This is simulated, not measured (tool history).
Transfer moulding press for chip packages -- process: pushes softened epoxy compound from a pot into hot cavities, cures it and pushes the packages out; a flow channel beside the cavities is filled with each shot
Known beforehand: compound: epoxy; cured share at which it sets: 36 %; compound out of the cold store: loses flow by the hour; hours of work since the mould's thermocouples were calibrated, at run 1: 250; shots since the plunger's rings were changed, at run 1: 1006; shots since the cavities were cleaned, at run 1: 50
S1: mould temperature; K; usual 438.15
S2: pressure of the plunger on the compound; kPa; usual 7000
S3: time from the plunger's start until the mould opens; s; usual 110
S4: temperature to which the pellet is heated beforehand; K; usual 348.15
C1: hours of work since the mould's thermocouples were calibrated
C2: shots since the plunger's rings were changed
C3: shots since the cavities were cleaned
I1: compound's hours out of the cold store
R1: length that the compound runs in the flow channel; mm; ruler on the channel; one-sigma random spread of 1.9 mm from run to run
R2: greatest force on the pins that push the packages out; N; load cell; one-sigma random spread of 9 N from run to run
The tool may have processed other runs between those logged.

| run | hour | S1 | S2 | S3 | S4 | C1 | C2 | C3 | I1 | R1 | R2 |
|---|---|---|---|---|---|---|---|---|---|---|---|
| 1 | 0 | 438.15 | 7000 | 110 | 348.15 | 250 | 1006 | 50 | 38.3 | 824 | 451 |
| 2 | 17.7 | 438.15 | 7000 | 110 | 348.15 | 258 | 1131 | 175 | 34.7 | 829 | 496 |
| 3 | 27.1 | 438.15 | 7000 | 110 | 348.15 | 262 | 1198 | 242 | 18.1 | 861 | 554 |
| 4 | 44.6 | 438.15 | 7000 | 110 | 348.15 | 270 | 1322 | 366 | 24.1 | 852 | 611 |
| 5 | 54.8 | 438.15 | 7000 | 110 | 348.15 | 275 | 1394 | 438 | 34.5 | 832 | 645 |
| 6 | 65.8 | 438.15 | 7000 | 110 | 348.15 | 280 | 1472 | 516 | 12 | 875 | 692 |
| 7 | 76.7 | 438.15 | 7000 | 110 | 348.15 | 285 | 1549 | 593 | 43.5 | 813 | 670 |
|  | 90.9 | cavities cleaned with cleaning compound and waxed |
| 8 | 93.3 | 438.15 | 7000 | 110 | 348.15 | 292 | 1656 | 17 | 16 | 861 | 435 |
| 9 | 105 | 438.15 | 7000 | 124 | 348.15 | 297 | 1739 | 100 | 27.7 | 839 | 417 |
| 10 | 115.7 | 438.15 | 7000 | 124 | 348.15 | 302 | 1814 | 175 | 47.9 | 801 | 432 |
| 11 | 129 | 438.15 | 7000 | 141 | 348.15 | 308 | 1909 | 270 | 10.2 | 873 | 458 |
| 12 | 145.5 | 438.15 | 7000 | 141 | 348.15 | 316 | 2026 | 387 | 30 | 835 | 494 |
| 13 | 162.9 | 442.15 | 7000 | 110 | 348.15 | 324 | 2149 | 510 | 24.2 | 832 | 532 |
| 14 | 179 | 442.15 | 7000 | 110 | 348.15 | 332 | 2263 | 624 | 40.5 | 800 | 570 |
|  | 189 | cavities cleaned with cleaning compound and waxed |
| 15 | 190.1 | 438.15 | 7000 | 145 | 348.15 | 336 | 2331 | 8 | 37.2 | 820 | 322 |
| 16 | 197.7 | 438.15 | 5450 | 110 | 341.15 | 339 | 2385 | 62 | 36 | 725 | 461 |
| 17 | 207.5 | 438.15 | 8190 | 131 | 348.15 | 344 | 2454 | 131 | 41.9 | 879 | 393 |
| 18 | 223.6 | 438.15 | 8190 | 131 | 348.15 | 351 | 2569 | 246 | 9.7 | 943 | 454 |
| 19 | 231.4 | 440.15 | 8470 | 148 | 352.15 | 355 | 2623 | 300 | 11.4 | 946 | 452 |
| 20 | 241.1 | 440.15 | 5510 | 148 | 352.15 | 359 | 2692 | 369 | 8.5 | 768 | 478 |

Expected results for the next run?
| 21 | 253.3 | 430.15 | 7000 | 111 | 341.15 | 365 | 2779 | 456 | 32.2 | ? | ? |

{"run 21": {"R1": 854, "R2": 1144}}
If the tool had no hidden condition, the same run with the same run-to-run variation would have returned R1 872 mm, R2 720 N.
